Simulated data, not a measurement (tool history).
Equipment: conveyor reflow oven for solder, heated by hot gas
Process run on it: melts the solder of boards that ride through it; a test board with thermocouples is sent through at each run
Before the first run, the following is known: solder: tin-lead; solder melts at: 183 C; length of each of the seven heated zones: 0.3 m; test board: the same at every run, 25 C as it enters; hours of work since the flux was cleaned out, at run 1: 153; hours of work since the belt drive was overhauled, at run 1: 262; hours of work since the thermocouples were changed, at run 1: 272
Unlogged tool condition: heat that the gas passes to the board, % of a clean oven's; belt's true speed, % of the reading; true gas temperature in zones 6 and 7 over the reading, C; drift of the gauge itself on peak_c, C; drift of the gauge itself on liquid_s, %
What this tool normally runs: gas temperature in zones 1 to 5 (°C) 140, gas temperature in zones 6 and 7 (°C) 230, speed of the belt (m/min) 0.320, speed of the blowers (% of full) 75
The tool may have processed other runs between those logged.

run	day	gas temperature in zones 1 to 5 (°C)	gas temperature in zones 6 and 7 (°C)	speed of the belt (m/min)	speed of the blowers (% of full)	hours of work since the flux was cleaned out	hours of work since the belt drive was overhauled	hours of work since the thermocouples were changed	highest temperature of the board (°C)	time above the solder's melting point (s)
1	0.000	140	230	0.320	75	153	262	272	220.1	91.2
2	0.500	140	230	0.320	59	160	270	280	216.6	86.2
3	0.875	144	230	0.320	75	166	275	285	219.8	93.6
4	1.371	140	230	0.320	75	173	282	292	219.8	91.2
5	1.675	140	230	0.320	75	177	286	297	219.7	91.2
6	2.129	140	230	0.320	67	184	293	303	218.5	89.0
7	2.412	140	230	0.320	75	188	297	307	219.7	91.6
8	2.762	140	230	0.320	58	193	302	312	215.6	85.9
9	3.100	140	230	0.320	58	198	307	317	216.2	85.8
10	3.454	140	220	0.320	58	203	312	322	206.9	74.1
11	3.833	140	220	0.360	58	208	318	328	203.9	59.1
12	4.438	140	220	0.360	58	217	326	336	203.7	59.1
13	4.758	140	230	0.320	75	222	331	341	219.2	90.2
14	5.312	140	230	0.320	75	230	339	349	219.7	90.8
15	5.825	140	230	0.320	75	237	346	356	219.8	91.0
16	6.183	140	230	0.320	75	242	351	362	219.0	90.6
17	6.504	140	230	0.320	75	247	356	366	219.6	90.5
18	7.108	140	230	0.282	50	256	365	375	217.1	98.8
19	7.417	140	230	0.282	50	260	369	379	216.8	99.0
20	8.050	135	230	0.296	75	269	378	389	220.3	97.2
21	8.508	135	230	0.347	56	276	385	395	211.6	70.1
22	9.012	155	230	0.271	67	283	392	402	222.5	121.3
23	9.475	155	230	0.271	67	290	399	409	222.6	121.2
24	10.096	144	230	0.306	75	299	408	418	220.3	98.6
25	10.446	140	230	0.320	65	304	413	423	217.4	87.4
26	10.983	140	230	0.320	86	312	421	431	221.1	92.7
27	11.550	152	230	0.263	68	320	429	439	223.1	123.3
28	12.062	152	230	0.263	68	327	436	446	222.9	123.1
29	12.417	152	230	0.263	68	332	441	451	222.6	123.0
30	12.775	140	237	0.324	60	337	447	457	221.6	90.8

Some steps in highest temperature of the board (°C), run to run, broken into two amounts with sign: the step expected even without the hidden condition (settings, incoming material, random variation), and the rest, left for the hidden condition together with whatever gauge scatter is not in both the measured and the hidden-condition-free result:
Run 9 -> 10: gas temperature in zones 6 and 7 (°C) 230 -> 220. highest temperature of the board (°C) -9.3: hidden state +0.0, all else -9.3.
Run 12 -> 13: gas temperature in zones 6 and 7 (°C) 220 -> 230, speed of the belt (m/min) 0.360 -> 0.320, speed of the blowers (% of full) 58 -> 75. highest temperature of the board (°C) +15.5: hidden state -0.1, all else +15.6.
Run 17 -> 18: speed of the belt (m/min) 0.320 -> 0.282, speed of the blowers (% of full) 75 -> 50. highest temperature of the board (°C) -2.5: hidden state +0.4, all else -2.9.
Run 21 -> 22: gas temperature in zones 1 to 5 (°C) 135 -> 155, speed of the belt (m/min) 0.347 -> 0.271, speed of the blowers (% of full) 56 -> 67. highest temperature of the board (°C) +10.9: hidden state +0.4, all else +10.5.
Run 26 -> 27: gas temperature in zones 1 to 5 (°C) 140 -> 152, speed of the belt (m/min) 0.320 -> 0.263, speed of the blowers (% of full) 86 -> 68. highest temperature of the board (°C) +2.0: hidden state +0.5, all else +1.5.
Run 29 -> 30: gas temperature in zones 1 to 5 (°C) 152 -> 140, gas temperature in zones 6 and 7 (°C) 230 -> 237, speed of the belt (m/min) 0.263 -> 0.324, speed of the blowers (% of full) 68 -> 60. highest temperature of the board (°C) -1.0: hidden state -0.5, all else -0.5.
